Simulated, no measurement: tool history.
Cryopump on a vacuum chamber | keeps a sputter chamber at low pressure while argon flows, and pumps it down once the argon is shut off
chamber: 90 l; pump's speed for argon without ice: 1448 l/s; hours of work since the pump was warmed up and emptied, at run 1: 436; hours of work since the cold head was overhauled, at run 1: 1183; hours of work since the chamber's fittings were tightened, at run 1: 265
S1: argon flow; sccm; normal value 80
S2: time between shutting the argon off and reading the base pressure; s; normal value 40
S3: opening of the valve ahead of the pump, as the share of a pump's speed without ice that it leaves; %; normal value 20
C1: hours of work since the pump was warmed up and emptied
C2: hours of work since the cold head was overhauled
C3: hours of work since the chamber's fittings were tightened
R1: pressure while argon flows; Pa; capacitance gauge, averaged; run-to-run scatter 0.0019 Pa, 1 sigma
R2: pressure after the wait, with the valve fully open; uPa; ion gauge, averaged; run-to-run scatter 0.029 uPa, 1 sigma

run 1 day=0 | S1=80 S2=40 S3=20 | C1=436 C2=1183 C3=265 | R1=0.4811 R2=1.81
run 2 day=2.492 | S1=80 S2=40 S3=20 | C1=463 C2=1210 C3=292 | R1=0.4824 R2=1.88
run 3 day=5.992 | S1=80 S2=40 S3=20 | C1=501 C2=1248 C3=331 | R1=0.4802 R2=1.94
run 4 day=10.688 | S1=66 S2=40 S3=20 | C1=552 C2=1299 C3=382 | R1=0.4043 R2=2.03
run 5 day=15.388 | S1=66 S2=40 S3=20 | C1=603 C2=1350 C3=433 | R1=0.4041 R2=2.1
run 6 day=18.212 | S1=80 S2=40 S3=20 | C1=634 C2=1381 C3=464 | R1=0.4885 R2=2.19
run 7 day=23.658 | S1=80 S2=40 S3=20 | C1=694 C2=1440 C3=523 | R1=0.4949 R2=2.26
run 8 day=26.588 | S1=76 S2=40 S3=20 | C1=726 C2=1472 C3=555 | R1=0.4713 R2=2.37
-- day=28.462 pump warmed up, emptied and cooled again
run 9 day=29.4 | S1=80 S2=23 S3=20 | C1=10 C2=1501 C3=583 | R1=0.4642 R2=3.07
run 10 day=34.396 | S1=80 S2=83 S3=20 | C1=65 C2=1555 C3=638 | R1=0.4684 R2=1.68
run 11 day=39.929 | S1=80 S2=40 S3=20 | C1=125 C2=1616 C3=698 | R1=0.4715 R2=2.28
run 12 day=44.808 | S1=80 S2=40 S3=20 | C1=178 C2=1669 C3=751 | R1=0.4731 R2=2.45
run 13 day=47.233 | S1=80 S2=40 S3=20 | C1=205 C2=1695 C3=778 | R1=0.4744 R2=2.52
run 14 day=50.229 | S1=80 S2=40 S3=20 | C1=237 C2=1728 C3=811 | R1=0.4792 R2=2.57
run 15 day=53.979 | S1=80 S2=40 S3=20 | C1=278 C2=1769 C3=851 | R1=0.4763 R2=2.64
run 16 day=58.962 | S1=80 S2=40 S3=20 | C1=332 C2=1823 C3=906 | R1=0.4791 R2=2.71
run 17 day=64.058 | S1=80 S2=74 S3=20 | C1=388 C2=1879 C3=961 | R1=0.4803 R2=2.31
run 18 day=67.792 | S1=80 S2=40 S3=20 | C1=429 C2=1919 C3=1002 | R1=0.4861 R2=2.96
run 19 day=70.25 | S1=80 S2=40 S3=52 | C1=456 C2=1946 C3=1029 | R1=0.1972 R2=3.02
run 20 day=74.904 | S1=112 S2=40 S3=52 | C1=506 C2=1997 C3=1079 | R1=0.278 R2=3.08
run 21 day=79.846 | S1=112 S2=40 S3=52 | C1=560 C2=2051 C3=1133 | R1=0.2831 R2=3.35
run 22 day=82.25 | S1=80 S2=268 S3=20 | C1=586 C2=2077 C3=1160 | R1=0.4905 R2=2.37
run 23 day=84.533 | S1=155 S2=40 S3=25 | C1=611 C2=2102 C3=1184 | R1=0.7736 R2=3.53
run 24 day=87.112 | S1=80 S2=40 S3=18 | C1=639 C2=2130 C3=1213 | R1=0.5438 R2=3.42
run 25 day=90.558 | S1=48 S2=278 S3=18 | C1=677 C2=2167 C3=1250 | R1=0.328 R2=2.58
-- day=93.838 leaking fittings of the chamber tightened, without venting
run 26 day=93.921 | S1=48 S2=88 S3=18 | C1=713 C2=2203 C3=1 | R1=0.328 R2=0.81
-- day=96.933 pump warmed up, emptied and cooled again
run 27 day=99.054 | S1=124 S2=88 S3=57 | C1=23 C2=2257 C3=55 | R1=0.2578 R2=0.84
run 28 day=103.475 | S1=67 S2=106 S3=57 | C1=71 C2=2305 C3=103 | R1=0.1406 R2=0.77
run 29 day=106.038 | S1=34 S2=106 S3=57 | C1=99 C2=2333 C3=131 | R1=0.0724 R2=0.85
run 30 day=109.196 | S1=80 S2=30 S3=20 | C1=134 C2=2367 C3=165 | R1=0.4758 R2=2.04
run 31 day=112.646 | S1=80 S2=30 S3=20 | C1=171 C2=2405 C3=203 | R1=0.4739 R2=2.08
run 32 day=116.008 | S1=139 S2=51 S3=47 | C1=208 C2=2442 C3=239 | R1=0.36 R2=1.49
run 33 day=121.042 | S1=88 S2=61 S3=47 | C1=263 C2=2497 C3=294 | R1=0.2282 R2=1.42
run 34 day=124.433 | S1=69 S2=206 S3=22 | C1=300 C2=2534 C3=331 | R1=0.3774 R2=0.95
run 35 day=127.038 | S1=42 S2=35 S3=52 | C1=328 C2=2562 C3=360 | R1=0.1014 R2=2.13

Describe how what the log doesn't record of the tool's condition differs between the last listed run preceding each entry between runs and the first listed run following it.
From run 8 to run 9: pump warmed up, emptied and cooled again (day 28.462)
  pump's speed, % of a pump's without ice: 78 -> 99.2; cold plate's temperature, K: 12.58 -> 12.59; leak into the chamber, uPa l/s: 1355 -> 1414
  measured value less the no-hidden-state value, R1: +0.0264 -> +0.0019 Pa; R2: +0.99 -> +0.8 uPa
From run 25 to run 26: leaking fittings of the chamber tightened, without venting (day 93.838)
  pump's speed, % of a pump's without ice: 78.7 -> 77.6; cold plate's temperature, K: 12.85 -> 12.86; leak into the chamber, uPa l/s: 2674 -> 310
  measured value less the no-hidden-state value, R1: +0.0164 -> +0.0174 Pa; R2: +2.17 -> +0.07 uPa
From run 26 to run 27: pump warmed up, emptied and cooled again (day 96.933)
  pump's speed, % of a pump's without ice: 77.6 -> 98.9; cold plate's temperature, K: 12.86 -> 12.88; leak into the chamber, uPa l/s: 310 -> 406
  measured value less the no-hidden-state value, R1: +0.0174 -> +0.0043 Pa; R2: +0.07 -> +0.08 uPa

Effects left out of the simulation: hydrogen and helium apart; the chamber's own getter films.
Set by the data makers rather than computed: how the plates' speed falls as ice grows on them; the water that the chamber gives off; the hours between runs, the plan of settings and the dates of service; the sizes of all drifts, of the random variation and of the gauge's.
